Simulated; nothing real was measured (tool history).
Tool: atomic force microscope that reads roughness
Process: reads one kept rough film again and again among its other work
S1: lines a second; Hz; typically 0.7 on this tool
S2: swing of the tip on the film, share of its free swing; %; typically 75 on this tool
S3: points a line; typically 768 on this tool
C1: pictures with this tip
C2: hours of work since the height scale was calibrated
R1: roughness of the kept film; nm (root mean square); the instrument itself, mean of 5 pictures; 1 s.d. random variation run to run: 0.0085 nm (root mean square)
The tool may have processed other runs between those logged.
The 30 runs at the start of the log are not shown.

run,hour,S1,S2,S3,C1,C2,R1
31,706,1.658,75,480,208,28,1.269
32,728.8,1.658,75,480,244,44,1.202
# hour 734.5: new tip fitted
33,745.6,0.7,80,768,18,56,1.766
34,776.8,0.586,75,422,67,78,1.647
35,794.9,0.586,75,422,95,90,1.592
36,820.2,0.586,75,870,135,108,1.513
37,848.3,2.107,75,307,179,128,1.238
38,874.2,2.107,75,307,220,146,1.192
# hour 894.2: new tip fitted
39,908.4,2.107,75,307,22,170,1.572
40,932.6,0.7,75,340,60,187,1.651

Expected results for the next run?
41,946.5,2.354,90,736,82,196,?

R1: 1.221 nm (root mean square)
Take away the tool's hidden state, keep the run-to-run variation as it was, and the same run would have given R1 1.408 nm (root mean square).

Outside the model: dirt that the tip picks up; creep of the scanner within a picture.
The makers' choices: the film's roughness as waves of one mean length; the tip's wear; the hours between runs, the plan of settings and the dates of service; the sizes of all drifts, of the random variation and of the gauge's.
